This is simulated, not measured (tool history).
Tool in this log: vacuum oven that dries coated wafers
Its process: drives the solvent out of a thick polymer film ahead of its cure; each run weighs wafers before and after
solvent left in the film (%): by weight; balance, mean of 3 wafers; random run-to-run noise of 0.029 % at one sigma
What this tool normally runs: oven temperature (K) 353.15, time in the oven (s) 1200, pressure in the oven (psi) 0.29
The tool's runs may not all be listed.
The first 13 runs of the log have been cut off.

run	hour	oven temperature (K)	time in the oven (s)	pressure in the oven (psi)	solvent left in the film (%)
14	794.9	353.15	1800	0.29	1.89
15	887.5	353.15	1200	0.29	3.51
16	933.1	353.15	1200	0.29	3.5
17	985.5	341.15	1620	0.37	5.52
18	1035.4	341.15	1560	0.402	5.75
19	1093.6	353.15	1560	0.29	2.36
20	1131.7	342.15	1260	0.35	6.61
21	1194.4	346.15	1200	0.29	5.47
22	1250.3	346.15	1200	0.29	5.44
# hour 1308.1: vacuum gauge cleaned of residue and calibrated
23	1310.1	346.15	1560	0.331	3.92
24	1376.9	345.15	1800	0.509	3.88
25	1427	342.15	1800	0.267	4.22
26	1519	342.15	1800	0.4	4.48
27	1583.2	353.15	900	0.844	5.58
28	1624	356.15	900	0.93	4.8
29	1697.9	353.15	1320	0.833	3.69
30	1759.2	353.15	1320	1.118	4.11
# hour 1805.1: oven's thermocouples calibrated
31	1807.7	355.15	1200	0.467	3.18

What if the next run were any one of these 3? Each begins from the tool's condition after run 31:
A	1880.8	368.15	840	0.399	?
B	1880.8	355.15	1200	0.257	?
C	1880.8	341.15	1020	0.751	?

run	solvent left in the film (%)
A	1.92
B	2.94
C	8.57
What these runs would have given with no unlogged condition in the tool:
run	solvent left in the film (%)
A	2
B	3.04
C	8.71
